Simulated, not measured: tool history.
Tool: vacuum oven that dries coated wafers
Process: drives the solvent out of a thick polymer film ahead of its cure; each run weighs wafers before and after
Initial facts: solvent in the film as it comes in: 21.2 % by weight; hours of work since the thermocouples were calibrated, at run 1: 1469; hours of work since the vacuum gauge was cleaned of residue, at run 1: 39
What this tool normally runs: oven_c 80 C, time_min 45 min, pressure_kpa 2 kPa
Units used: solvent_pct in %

run   hour  oven_c  time_min  pressure_kpa  hours of work since the thermocouples were calibrated  hours of work since the vacuum gauge was cleaned of residue  solvent_pct
  1      0      80        45             2                                                   1469                                                           39         1.68
  2   10.5      80        45             2                                                   1473                                                           44         1.63
  3   20.2      80        45             2                                                   1477                                                           48         1.65
  4   31.1      80        45             2                                                   1482                                                           53         1.64
  5   38.9      80        45             2                                                   1485                                                           56         1.65
  6   45.9      80        45             2                                                   1488                                                           59         1.65
  7   51.2      80        45             2                                                   1490                                                           61         1.65
  8   57.8      80        45             2                                                   1493                                                           64         1.66
  9   65.5      80        45             2                                                   1496                                                           67         1.64
 10   71.4      80        45             2                                                   1499                                                           70         1.67
 11   81.1      80        45             2                                                   1503                                                           74         1.65
 12   89.4      80        45             2                                                   1507                                                           78         1.63
 13   99.1      80        25             2                                                   1511                                                           82         3.99
 14  109.5      80        45          3.99                                                   1515                                                           86         2.43
 15    115      80        45          3.99                                                   1518                                                           89          2.4
 16  123.9      80        45          5.35                                                   1521                                                           92         2.88
 17  132.8      80        45             2                                                   1525                                                           96         1.67
 18  139.9      80        45          1.53                                                   1528                                                           99         1.48
     146.3  -- oven's thermocouples calibrated
 19    147      80        45             2                                                      0                                                          101         1.94
 20  157.3      80        45             2                                                      5                                                          106         1.94
 21  162.9      80        45             2                                                      7                                                          108         1.92
 22  168.7      80        45          3.94                                                     10                                                          111         2.73
 23  177.6      80        45          3.94                                                     13                                                          114         2.68
 24  188.3      80        45          3.94                                                     18                                                          119         2.72
 25  193.1      87        39          2.07                                                     20                                                          121          1.3
 26    199      88        58          5.59                                                     22                                                          124         1.81
 27  209.2      80        44           7.8                                                     27                                                          128          4.3
 28  216.7      86        45          4.45                                                     30                                                          131         1.92
 29  226.9      86        45          4.45                                                     34                                                          135         1.89
 30  237.5      89        23          2.86                                                     39                                                          140         2.79
 31  248.3      86        39          2.86                                                     44                                                          145         1.65
 32  260.1      86        45          4.43                                                     49                                                          150         1.87
 33  269.1      76        35          7.94                                                     52                                                          154          6.4
 34  279.4      88        45             2                                                     57                                                          158         0.94
 35  288.9      80        55          7.33                                                     61                                                          162         3.62
 36  297.1      80        51          3.17                                                     64                                                          165         2.09
 37    306      69        38          3.17                                                     68                                                          169         6.29
 38  311.1      69        38          3.17                                                     70                                                          171         6.24
 39  319.9      79        45           2.8                                                     74                                                          175         2.45
 40  330.3      70        43          2.56                                                     79                                                          180         4.95
 41  341.8      70        43          2.56                                                     83                                                          185         4.92
 42  349.4      78        50             2                                                     87                                                          188         1.99
 43    355      94        50          2.45                                                     89                                                          190         0.68
 44    364      80        45          2.99                                                     93                                                          194          2.3
 45  369.8      80        65          2.16                                                     95                                                          197         1.28
 46  379.1      80        65          2.16                                                     99                                                          201         1.24
 47    384      68        64          2.16                                                    102                                                          203         3.46
 48  390.6      74        76          4.06                                                    104                                                          205          2.7

Consider 3 possible next runs. They are alternatives, not a sequence: every one starts from the tool as it was left by run 48. What does each give?
  A   396      81        76          4.06                                                    107                                                          208            ?
  B   396      95        52          4.06                                                    107                                                          208            ?
  C   396      79        45             2                                                    107                                                          208            ?

run  solvent_pct
  A         1.79
  B         1.01
  C         2.11
Take away the tool's hidden state, keep each run's random variation, and the runs would have read:
run  solvent_pct
  A          1.8
  B         1.01
  C         2.16

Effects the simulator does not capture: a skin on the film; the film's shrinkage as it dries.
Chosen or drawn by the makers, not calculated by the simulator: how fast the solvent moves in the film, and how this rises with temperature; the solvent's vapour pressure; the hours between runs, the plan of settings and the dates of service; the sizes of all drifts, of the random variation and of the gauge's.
